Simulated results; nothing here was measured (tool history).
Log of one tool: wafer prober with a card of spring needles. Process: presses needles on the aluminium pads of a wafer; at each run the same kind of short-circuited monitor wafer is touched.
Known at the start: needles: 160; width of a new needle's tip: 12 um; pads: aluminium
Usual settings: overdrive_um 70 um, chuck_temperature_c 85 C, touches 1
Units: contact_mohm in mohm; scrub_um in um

run    day  overdrive_um  chuck_temperature_c  touches  contact_mohm  scrub_um
  1      0            70                   85        1           259     15.24
      0.15  -- tips cleaned on abrasive film
  2  0.308            70                   43        1           228      15.2
  3  0.733            70                   43        1           261     15.25
     0.758  -- tips cleaned on abrasive film
  4  0.933            70                   43        1           234     15.09
  5  1.246            70                   43        1           251     15.26
     1.362  -- tips cleaned on abrasive film
  6  1.546            70                   43        1           233     15.13
  7  1.808            82                   55        2           231      17.8
     1.962  -- tips cleaned on abrasive film
  8  2.188            70                   30        3           214     15.22
  9  2.525            70                   30        3           225     15.22
     2.562  -- tips cleaned on abrasive film
 10  2.962            70                   78        1           253     15.22
     3.162  -- tips cleaned on abrasive film
 11  3.183            70                   92        2           221     15.16
 12  3.575            70                   29        3           223     15.15

4 ways to go on from here, each from the tool as it stands after run 12. What would each give?
     3.762  -- tips cleaned on abrasive film
  A  3.958            86                   47        2             ?         ?
     3.762  -- tips cleaned on abrasive film
  B  3.958            74                   72        3             ?         ?
     3.762  -- tips cleaned on abrasive film
  C  3.958            50                   29        3             ?         ?
     3.762  -- tips cleaned on abrasive film
  D  3.958            53                   78        3             ?         ?

run  contact_mohm  scrub_um
  A           222     18.59
  B           223     15.93
  C           227      10.7
  D           234     11.37
Without the tool's hidden state the same runs would have given:
run  contact_mohm  scrub_um
  A           209     19.03
  B           214     16.37
  C           208     11.15
  D           218     11.81
